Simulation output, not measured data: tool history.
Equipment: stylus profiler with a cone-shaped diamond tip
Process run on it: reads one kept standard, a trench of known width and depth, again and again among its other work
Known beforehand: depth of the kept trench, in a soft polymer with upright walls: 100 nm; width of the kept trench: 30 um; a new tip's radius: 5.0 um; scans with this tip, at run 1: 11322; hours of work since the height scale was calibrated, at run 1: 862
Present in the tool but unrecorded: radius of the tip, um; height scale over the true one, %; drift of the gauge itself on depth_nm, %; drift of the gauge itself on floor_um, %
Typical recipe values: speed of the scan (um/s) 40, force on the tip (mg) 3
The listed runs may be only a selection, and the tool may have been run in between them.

run,hour,speed of the scan (um/s),force on the tip (mg),scans with this tip,hours of work since the height scale was calibrated,depth of the trench (Å),width of the trench's floor (µm)
1,0,40,3,11322,862,1011,27.86
2,9.5,40,3,11419,869,1010.8,27.85
3,26.7,40,3,11595,883,1011,27.87
4,34.7,40,3,11677,889,1011,27.84
5,51.8,20,3,11853,902,1011,27.96
6,69.6,20,3,12034,916,1010.9,27.91
7,88.5,31,3,12228,931,1011.4,27.85
8,103.8,90,3,12385,943,1011,27.68
9,114.4,90,3,12493,951,1011.5,27.62
10,128.3,90,3,12636,962,1011.1,27.73
11,141.8,90,3,12774,972,1010.6,27.65
# hour 147.2: new tip fitted, height scale calibrated
12,158.1,90,3,113,9,1010.9,27.66
13,170.5,90,3,239,18,1011.2,27.66
14,186.5,90,8.94,404,31,1023.2,27.85
15,202.8,40,3,571,43,1010.9,27.85
16,222.1,40,3,769,58,1011.4,27.9
17,241.5,14,3,966,74,1011.2,27.93
18,258.8,42,3,1144,87,1011.2,27.86
19,275.3,42,3,1313,100,1011.1,27.8
20,283.6,42,3,1398,106,1011,27.84
21,297.4,15,2.55,1540,117,1009.8,27.92
22,314.8,26,3.38,1717,131,1012.1,27.86
23,334.4,137,5.16,1918,146,1016.1,27.66
24,342.6,137,2.08,2002,152,1008.6,27.41
25,356.6,137,2.08,2146,163,1008.7,27.38
26,365,137,2.08,2231,170,1008.5,27.32
27,384.5,19,2.48,2432,185,1010,27.98
28,403,19,2.48,2621,199,1009.5,27.93
29,412.2,111,6.92,2715,207,1019.1,27.68
30,421.3,12,3,2809,214,1011.2,27.93
31,430.9,12,3,2906,221,1011.3,27.92
32,447,12,3,3071,234,1011.1,27.99
33,463.6,12,1.69,3241,247,1007.5,27.92
34,474.5,24,4.35,3353,255,1014,27.89
35,485.1,24,4.35,3462,263,1014.3,27.91
36,497.5,88,3.38,3589,273,1011.8,27.72
37,511.7,88,3.38,3735,284,1012,27.68
38,531.7,14,1.4,3939,300,1006.5,27.94
39,543.7,14,2.38,4062,309,1009.6,27.99
40,553.4,23,3.64,4161,317,1012.2,27.95

What if the next run were any one of these 4? Each begins from the tool's condition after run 40:
A,567.3,76,2.63,4303,328,?,?
B,567.3,33,3.08,4303,328,?,?
C,567.3,158,5.11,4303,328,?,?
D,567.3,61,1.17,4303,328,?,?

run,depth of the trench (Å),width of the trench's floor (µm)
A,1009.9,27.74
B,1011.2,27.87
C,1015.6,27.51
D,1006,27.67
Had the tool no hidden state, the same runs would have come out as:
run,depth of the trench (Å),width of the trench's floor (µm)
A,1009.9,27.74
B,1011.2,27.87
C,1015.6,27.51
D,1006,27.68
